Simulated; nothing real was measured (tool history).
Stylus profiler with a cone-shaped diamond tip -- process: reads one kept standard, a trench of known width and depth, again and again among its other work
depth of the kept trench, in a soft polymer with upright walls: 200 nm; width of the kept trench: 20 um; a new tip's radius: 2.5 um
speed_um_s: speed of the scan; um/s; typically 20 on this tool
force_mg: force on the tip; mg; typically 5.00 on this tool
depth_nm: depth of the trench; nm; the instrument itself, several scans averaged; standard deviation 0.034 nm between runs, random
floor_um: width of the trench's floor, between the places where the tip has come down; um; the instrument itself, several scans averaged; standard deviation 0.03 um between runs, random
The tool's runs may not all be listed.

| run | hour | speed_um_s | force_mg | depth_nm | floor_um |
|---|---|---|---|---|---|
| 1 | 0.0 | 20 | 5.00 | 203.04 | 17.98 |
| 2 | 51.9 | 20 | 5.00 | 203.12 | 17.96 |
| 3 | 108.6 | 39 | 5.00 | 203.19 | 17.87 |
| 4 | 167.2 | 20 | 6.54 | 203.76 | 17.98 |
| 5 | 222.0 | 20 | 6.54 | 203.69 | 17.96 |
| 6 | 252.4 | 20 | 5.00 | 203.07 | 17.98 |
| 7 | 300.8 | 20 | 6.85 | 203.82 | 18.02 |
| 8 | 335.6 | 20 | 2.06 | 201.70 | 17.99 |
| 9 | 384.9 | 20 | 2.06 | 201.73 | 17.93 |
| 10 | 426.1 | 20 | 2.06 | 201.73 | 17.97 |
| 11 | 457.9 | 20 | 8.05 | 204.25 | 17.99 |
| 12 | 497.7 | 20 | 2.68 | 202.03 | 17.96 |
| 13 | 569.4 | 20 | 2.68 | 202.06 | 17.95 |
| 14 | 633.7 | 20 | 2.68 | 202.05 | 17.94 |
| 15 | 701.2 | 22 | 3.06 | 202.22 | 17.94 |
| 16 | 764.9 | 22 | 8.14 | 204.31 | 18.00 |
| 17 | 821.1 | 14 | 2.30 | 201.88 | 17.99 |
| 18 | 883.6 | 14 | 2.30 | 201.86 | 17.95 |
| 19 | 938.4 | 14 | 2.30 | 201.85 | 17.96 |
|  | 994.4 | height scale calibrated on a step standard |
| 20 | 1010.1 | 11 | 11.26 | 205.24 | 18.05 |
| 21 | 1071.1 | 11 | 11.26 | 205.27 | 17.97 |
| 22 | 1141.8 | 33 | 11.13 | 205.29 | 17.96 |
| 23 | 1191.2 | 8 | 10.39 | 205.08 | 17.97 |
| 24 | 1230.8 | 10 | 4.09 | 202.72 | 17.92 |
| 25 | 1286.4 | 34 | 4.46 | 202.89 | 17.93 |
| 26 | 1329.9 | 17 | 4.46 | 202.89 | 17.97 |
| 27 | 1387.2 | 56 | 6.58 | 203.68 | 17.89 |
| 28 | 1454.9 | 46 | 8.37 | 204.33 | 17.95 |

The same runs without the tool's hidden state, with the same run-to-run variation:
Hidden state at play: radius of the tip, um; height scale over the true one, %; drift of the gauge itself on depth_nm, %; drift of the gauge itself on floor_um, %.
| run | floor_um |
|---|---|
| 1 | 17.99 |
| 2 | 17.97 |
| 3 | 17.88 |
| 4 | 17.98 |
| 5 | 17.97 |
| 6 | 17.99 |
| 7 | 18.02 |
| 8 | 18.00 |
| 9 | 17.94 |
| 10 | 17.98 |
| 11 | 18.00 |
| 12 | 17.97 |
| 13 | 17.96 |
| 14 | 17.95 |
| 15 | 17.96 |
| 16 | 18.02 |
| 17 | 18.00 |
| 18 | 17.97 |
| 19 | 17.98 |
| 20 | 18.06 |
| 21 | 17.99 |
| 22 | 17.98 |
| 23 | 17.99 |
| 24 | 17.94 |
| 25 | 17.95 |
| 26 | 17.99 |
| 27 | 17.92 |
| 28 | 17.98 |
depth_nm: differs from the measured result by no more than 0.01 nm in any run.
